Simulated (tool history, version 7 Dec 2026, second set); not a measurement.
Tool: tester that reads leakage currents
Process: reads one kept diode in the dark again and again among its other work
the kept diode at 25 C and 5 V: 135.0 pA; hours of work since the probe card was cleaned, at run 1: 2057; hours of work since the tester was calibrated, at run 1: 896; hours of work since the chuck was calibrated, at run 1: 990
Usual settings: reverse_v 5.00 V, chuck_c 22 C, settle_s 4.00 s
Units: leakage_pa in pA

run     day  reverse_v  chuck_c  settle_s  hours of work since the probe card was cleaned  hours of work since the tester was calibrated  hours of work since the chuck was calibrated  leakage_pa
  1   0.000       5.00       22      4.00                                            2057                                            896                                           990      104.84
  2   0.875       5.00       22      4.00                                            2069                                            908                                          1002      104.99
  3   1.983       5.00       24      4.00                                            2084                                            924                                          1018      122.39
      3.525  -- chuck's temperature calibrated
  4   3.738       5.00       24      4.00                                            2108                                            947                                             3      134.47
  5   4.708       5.00       59      4.00                                            2121                                            961                                            17     1621.57
  6   6.062       5.00       59      4.00                                            2140                                            980                                            36     1609.14
  7   6.746       5.00       59      4.00                                            2150                                            989                                            45     1606.70
  8   8.154       5.00       22      0.52                                            2170                                           1009                                            65      115.74
  9   9.467       5.00       22      0.52                                            2188                                           1027                                            83      115.27
 10  10.950       5.00       22      0.52                                            2209                                           1048                                           104      116.06
 11  12.025       5.00       22      3.65                                            2224                                           1063                                           119      115.45
 12  12.846       5.00       22      5.95                                            2235                                           1075                                           130      115.20
 13  13.588       5.00       22      5.95                                            2246                                           1085                                           141      114.92
 14  14.479       5.00       22      4.00                                            2258                                           1098                                           153      114.65
 15  15.233       9.43       22      4.00                                            2269                                           1108                                           164      162.82
 16  16.808       5.00       29      4.00                                            2291                                           1130                                           186      193.84
 17  18.292       5.00       29      4.00                                            2312                                           1151                                           207      192.77
 18  19.317       5.00       22      4.00                                            2326                                           1165                                           221      114.64
 19  20.396       5.00       22      4.00                                            2341                                           1180                                           236      113.30
 20  21.700       5.00       22      4.00                                            2359                                           1199                                           254      114.26
 21  22.525       1.07       20      4.00                                            2371                                           1210                                           266       43.62
 22  23.988       5.00       25      4.00                                            2391                                           1231                                           286      142.70
 23  25.450       5.00       25      4.00                                            2412                                           1251                                           307      142.94
 24  26.342       5.00       25      4.00                                            2424                                           1263                                           319      142.55
 25  27.921       6.63       25      2.66                                            2446                                           1286                                           341      164.77
 26  29.025       5.00       44      2.98                                            2462                                           1301                                           357      566.56
 27  30.008       3.82       30      8.64                                            2475                                           1315                                           371      178.56
 28  31.658       3.67       26      1.93                                            2499                                           1338                                           394      130.08
 29  32.829       5.00       21      4.00                                            2515                                           1354                                           410      104.95
 30  34.167       5.00       21      4.00                                            2534                                           1373                                           429      105.07
 31  35.217       5.00       21      4.00                                            2548                                           1388                                           444      105.34
 32  36.229      12.27       21      2.14                                            2563                                           1402                                           458      173.60
 33  37.062      12.27       21      2.14                                            2574                                           1414                                           469      173.25
 34  38.408       5.00       24      4.00                                            2593                                           1432                                           488      130.81
 35  39.679       5.00       22      0.35                                            2611                                           1450                                           506      113.22
 36  40.967       5.00       58      4.00                                            2629                                           1468                                           524     1447.78
 37  41.962      16.11       31      1.36                                            2643                                           1482                                           538      404.27
 38  42.742       1.50       30      1.12                                            2654                                           1493                                           549      110.13
 39  44.000       1.50       31      1.78                                            2671                                           1511                                           566      118.44

Some steps in leakage_pa between neighbouring runs. How much of each would the tool show without its hidden state too (settings, what came in, random variation), and how much is left for the hidden state, with any gauge scatter that isn't in both results?
The hidden state here: stray current of the dirty probe card, pA a volt; current scale over the true one, %; true chuck temperature over the reading, C; drift of the gauge itself on leakage_pa, %.
Run 4 -> 5: chuck_c 24 -> 59. leakage_pa +1487.10 pA: hidden state -1.44, all else +1488.54.
Run 7 -> 8: chuck_c 59 -> 22, settle_s 4.00 -> 0.52. leakage_pa -1490.96 pA: hidden state +4.61, all else -1495.57.
Run 35 -> 36: chuck_c 22 -> 58, settle_s 0.35 -> 4.00. leakage_pa +1334.56 pA: hidden state -58.49, all else +1393.05.
Run 36 -> 37: reverse_v 5.00 -> 16.11, chuck_c 58 -> 31, settle_s 4.00 -> 1.36. leakage_pa -1043.51 pA: hidden state +72.14, all else -1115.65.
Run 37 -> 38: reverse_v 16.11 -> 1.50, chuck_c 31 -> 30, settle_s 1.36 -> 1.12. leakage_pa -294.14 pA: hidden state -22.81, all else -271.33.

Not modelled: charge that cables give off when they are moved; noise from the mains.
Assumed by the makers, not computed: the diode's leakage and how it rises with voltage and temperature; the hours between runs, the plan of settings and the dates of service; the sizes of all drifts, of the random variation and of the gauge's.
